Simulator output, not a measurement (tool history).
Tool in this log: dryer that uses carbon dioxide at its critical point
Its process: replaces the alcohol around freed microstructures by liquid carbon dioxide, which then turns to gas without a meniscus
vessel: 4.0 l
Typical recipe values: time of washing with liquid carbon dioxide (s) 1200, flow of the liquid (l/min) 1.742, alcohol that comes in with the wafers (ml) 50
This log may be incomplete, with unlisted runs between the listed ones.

run	day	time of washing with liquid carbon dioxide (s)	flow of the liquid (l/min)	alcohol that comes in with the wafers (ml)	alcohol left in the vessel before it's heated (ppm by volume)
1	0	1200	1.742	50	36
2	1.433	1200	1.742	50	51
3	2.775	1380	1.742	50	42
4	4.217	1380	1.742	50	46
5	5.138	1380	1.742	50	39
6	6.171	1380	1.742	50	46
7	6.829	1140	1.08	27	124
8	7.733	900	1.97	92	91

Expected results for the next run?
9	8.796	900	1.97	92	?

alcohol left in the vessel before it's heated (ppm by volume): 82
The same run, on a tool lacking any hidden state, would have yielded alcohol left in the vessel before it's heated (ppm by volume) 25.

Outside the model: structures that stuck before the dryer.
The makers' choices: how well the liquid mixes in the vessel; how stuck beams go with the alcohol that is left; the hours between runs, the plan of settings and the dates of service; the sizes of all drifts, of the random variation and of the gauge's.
